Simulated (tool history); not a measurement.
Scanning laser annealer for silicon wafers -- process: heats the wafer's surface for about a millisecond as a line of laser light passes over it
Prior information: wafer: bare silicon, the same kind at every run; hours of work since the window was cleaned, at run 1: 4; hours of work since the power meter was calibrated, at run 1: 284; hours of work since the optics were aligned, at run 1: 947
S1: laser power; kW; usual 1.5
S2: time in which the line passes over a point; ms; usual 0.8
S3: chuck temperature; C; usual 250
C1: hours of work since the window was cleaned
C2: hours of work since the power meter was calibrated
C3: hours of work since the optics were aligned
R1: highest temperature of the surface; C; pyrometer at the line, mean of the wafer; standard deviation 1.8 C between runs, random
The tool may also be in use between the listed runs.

run,day,S1,S2,S3,C1,C2,C3,R1
1,0,1.5,0.8,250,4,284,947,1027
2,0.65,1.5,0.8,250,11,291,955,1028
3,1.296,1.5,0.8,250,19,299,962,1024
4,1.779,1.5,0.8,250,25,305,968,1026
5,2.392,1.5,0.8,250,32,312,975,1019
6,3.008,1.5,0.8,250,39,319,982,1024
7,3.592,1.5,0.8,250,46,326,989,1026
8,4.062,1.5,0.8,250,51,331,995,1022
9,4.504,1.396,0.8,250,57,337,1000,974
10,4.871,1.5,0.8,250,61,341,1004,1021
11,5.321,1.5,0.8,250,66,346,1010,1023
12,5.646,1.5,0.8,250,70,350,1013,1025
13,6,1.5,0.937,250,74,354,1017,1081
14,6.279,1.5,0.937,250,77,357,1021,1079
15,6.808,1.5,0.937,250,83,363,1027,1077
16,7.417,1.5,0.937,250,91,371,1034,1081
17,8,1.5,0.937,250,97,377,1041,1080
18,8.283,1.5,0.831,250,101,381,1044,1033
19,8.8,1.47,0.831,250,107,387,1050,1017
20,9.275,1.47,0.831,250,112,392,1056,1023
21,9.896,1.375,0.738,212,120,400,1063,899
22,10.562,1.378,0.821,250,127,407,1071,971
23,10.883,1.5,0.688,228,131,411,1075,950
24,11.529,1.5,0.96,250,139,419,1082,1085
25,11.979,1.487,0.981,250,144,424,1087,1086
26,12.483,1.349,0.836,276,150,430,1093,988
27,13.067,1.349,0.836,276,157,437,1100,989
28,13.346,1.527,0.836,210,160,440,1103,1008
29,13.983,1.332,0.723,250,167,447,1111,907
30,14.417,1.5,0.8,214,172,452,1116,984
31,14.958,1.592,0.8,274,179,459,1122,1084
32,15.642,1.47,0.792,214,187,467,1130,966
33,16.171,1.47,0.792,214,193,473,1136,964
34,16.783,1.5,0.72,255,200,480,1144,988
35,17.379,1.463,0.8,250,207,487,1151,1000
36,17.758,1.5,0.8,219,212,492,1155,989
37,18.417,1.5,0.852,220,219,499,1163,1006
38,18.775,1.5,0.852,220,223,503,1167,1003
39,19.421,1.5,0.852,220,231,511,1174,1008
40,19.975,1.642,0.81,213,238,518,1181,1051

What if the next run were any one of these 5? Each begins from the tool's condition after run 40:
A,20.392,1.608,0.997,250,242,522,1186,?
B,20.392,1.5,0.944,250,242,522,1186,?
C,20.392,1.598,0.722,235,242,522,1186,?
D,20.392,1.543,0.996,250,242,522,1186,?
E,20.392,1.341,0.869,235,242,522,1186,?

run,R1
A,1148
B,1074
C,1019
D,1117
E,953
The same runs, with their run-to-run variation unchanged, on a tool lacking any hidden condition would have given:
run,R1
A,1167
B,1091
C,1035
D,1134
E,967
